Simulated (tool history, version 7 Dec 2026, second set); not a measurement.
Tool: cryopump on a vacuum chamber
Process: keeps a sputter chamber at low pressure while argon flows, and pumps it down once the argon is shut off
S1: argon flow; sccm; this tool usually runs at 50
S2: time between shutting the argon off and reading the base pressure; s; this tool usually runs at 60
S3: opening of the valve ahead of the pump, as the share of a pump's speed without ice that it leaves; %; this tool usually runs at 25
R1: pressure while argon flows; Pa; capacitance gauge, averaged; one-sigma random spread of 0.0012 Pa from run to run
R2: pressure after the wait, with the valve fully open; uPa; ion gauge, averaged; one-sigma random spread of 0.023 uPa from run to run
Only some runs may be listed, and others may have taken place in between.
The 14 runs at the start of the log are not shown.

run,day,S1,S2,S3,R1,R2
# day 43.504: pump warmed up, emptied and cooled again
15,47.038,50,60,41,0.1701,0.97
16,50.654,50,60,41,0.1728,0.93
17,55.412,50,60,25,0.2806,0.99
18,57.462,66,24,47,0.2032,1.67
19,60.742,66,24,47,0.2059,1.75
20,65.254,66,24,47,0.2106,1.74
21,68.279,66,24,47,0.2131,1.76
22,71.142,50,24,25,0.2898,1.76
23,73.762,50,273,25,0.2909,0.76
24,77.433,25,48,25,0.1469,1.22
25,82.158,50,68,27,0.2775,1.1
26,85.158,35,32,27,0.1962,1.6
27,89.342,37,147,25,0.2226,0.93
28,93.542,50,179,25,0.3073,0.95
# day 95.85: pump warmed up, emptied and cooled again
29,98.708,100,28,59,0.2419,1.62
30,103.246,100,28,59,0.2441,1.57
31,106.058,47,60,33,0.2019,1.06
32,110.796,50,219,18,0.3882,0.78
33,113.679,38,60,25,0.2165,1.13
# day 114.992: leaking fittings of the chamber tightened, without venting
34,118.242,38,60,15,0.3576,0.83

Predict each of these 3 candidate next runs independently; none follows another, all start after run 34:
A,122.646,38,36,25,?,?
B,122.646,77,60,25,?,?
C,122.646,72,60,17,?,?

run,R1,R2
A,0.2173,1.11
B,0.4473,0.82
C,0.6029,0.86
Take away the tool's hidden state, keep each run's random variation, and the runs would have read:
run,R1,R2
A,0.2053,0.98
B,0.4226,0.69
C,0.5798,0.73
